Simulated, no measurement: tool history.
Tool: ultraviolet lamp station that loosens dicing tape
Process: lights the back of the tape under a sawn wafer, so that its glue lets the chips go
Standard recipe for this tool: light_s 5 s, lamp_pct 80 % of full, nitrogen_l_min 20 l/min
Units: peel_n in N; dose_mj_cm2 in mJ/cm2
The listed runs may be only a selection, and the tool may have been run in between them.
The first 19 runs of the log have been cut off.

run,hour,light_s,lamp_pct,nitrogen_l_min,peel_n,dose_mj_cm2
20,322.9,5,80,20,0.941,240
21,342.9,5,80,33,0.762,236
22,356.8,5,62,20,1.319,183
23,381.1,5,91,13,1.04,270
24,404.4,7,68,20,0.783,277
25,422.8,7,68,20,0.785,274
26,445.6,6,81,14,0.983,275
27,466.6,7,80,29,0.498,316
28,476.6,5,87,20,0.919,244
29,496.9,7,60,20,0.991,231
30,518.6,7,60,32,0.797,232
31,536,7,60,7,1.718,231
32,546.8,7,60,7,1.686,225
33,564.2,3,85,11,2.261,133
34,579,5,74,7,1.908,199
35,597.4,5,74,7,1.958,199

Alternative continuations, all from the tool just after run 35; predict every row:
A,611.6,5,74,22,?,?
B,611.6,3,97,20,?,?
C,611.6,5,74,22,?,?
D,611.6,2,74,7,?,?
E,611.6,5,73,12,?,?

run,peel_n,dose_mj_cm2
A,1.206,195
B,1.623,152
C,1.174,198
D,3.28,82
E,1.593,194
What these runs would have given with no unlogged condition in the tool:
run,peel_n,dose_mj_cm2
A,0.683,293
B,1.005,230
C,0.661,297
D,2.75,121
E,0.982,291

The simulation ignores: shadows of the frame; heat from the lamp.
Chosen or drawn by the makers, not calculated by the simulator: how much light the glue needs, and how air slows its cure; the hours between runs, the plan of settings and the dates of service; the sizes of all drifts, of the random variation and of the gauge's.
